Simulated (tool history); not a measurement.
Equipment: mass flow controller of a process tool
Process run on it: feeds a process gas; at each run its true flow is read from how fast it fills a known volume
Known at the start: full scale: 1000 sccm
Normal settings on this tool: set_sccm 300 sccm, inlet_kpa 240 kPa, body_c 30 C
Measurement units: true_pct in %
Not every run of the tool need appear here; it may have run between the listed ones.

run	hour	set_sccm	inlet_kpa	body_c	true_pct
1	0	300	240	30	96.84
2	467	286	240	30	96.46
3	816.6	300	240	30	96.34
4	1226.3	300	273	30	95.87
5	1588.8	112	240	30	93.96
6	1916.8	112	240	30	93.59
7	2452.8	112	240	30	92.91
8	2874.6	112	240	30	92.5
9	3436.7	300	240	30	94.95
10	3928.5	300	240	30	94.66
11	4300.2	300	240	30	94.56
12	4752.7	300	240	30	94.24
13	5315.2	300	240	30	93.92
# hour 5349.9: controller's zero set anew
14	5881.9	300	240	30	95.95
15	6395.3	699	240	33	96.47
16	6731.6	699	240	31	96.59
17	6998.6	226	218	40	93.86
18	7246.5	171	240	30	94.1
19	7488.1	300	140	37	94.86
20	7831.7	336	140	25	96.21
21	8081.1	336	140	25	96.15
22	8447.9	336	140	25	95.83
23	8756.9	515	240	30	95.35
24	9327.6	387	240	23	95.31
25	9851.3	111	240	30	90.45
26	10182.8	361	218	25	94.76
27	10594.5	361	218	25	94.52

Below, some changes in true_pct between adjacent runs. For each, the amount present without the hidden state too (settings, incoming material, random variation) and the amount remaining for the hidden state with gauge scatter not shared by both compared results:
Hidden conditions of the tool in this case: flow at rest that the sensor doesn't see, % of full scale; true flow over the shown one, %; drift of the gauge itself on true_pct, %.
Run 24 -> 25: set_sccm 387 -> 111, body_c 23 -> 30. true_pct -4.86 %: hidden state -3.45, all else -1.41.
Run 25 -> 26: set_sccm 111 -> 361, inlet_kpa 240 -> 218, body_c 30 -> 25. true_pct +4.31 %: hidden state +2.98, all else +1.33.

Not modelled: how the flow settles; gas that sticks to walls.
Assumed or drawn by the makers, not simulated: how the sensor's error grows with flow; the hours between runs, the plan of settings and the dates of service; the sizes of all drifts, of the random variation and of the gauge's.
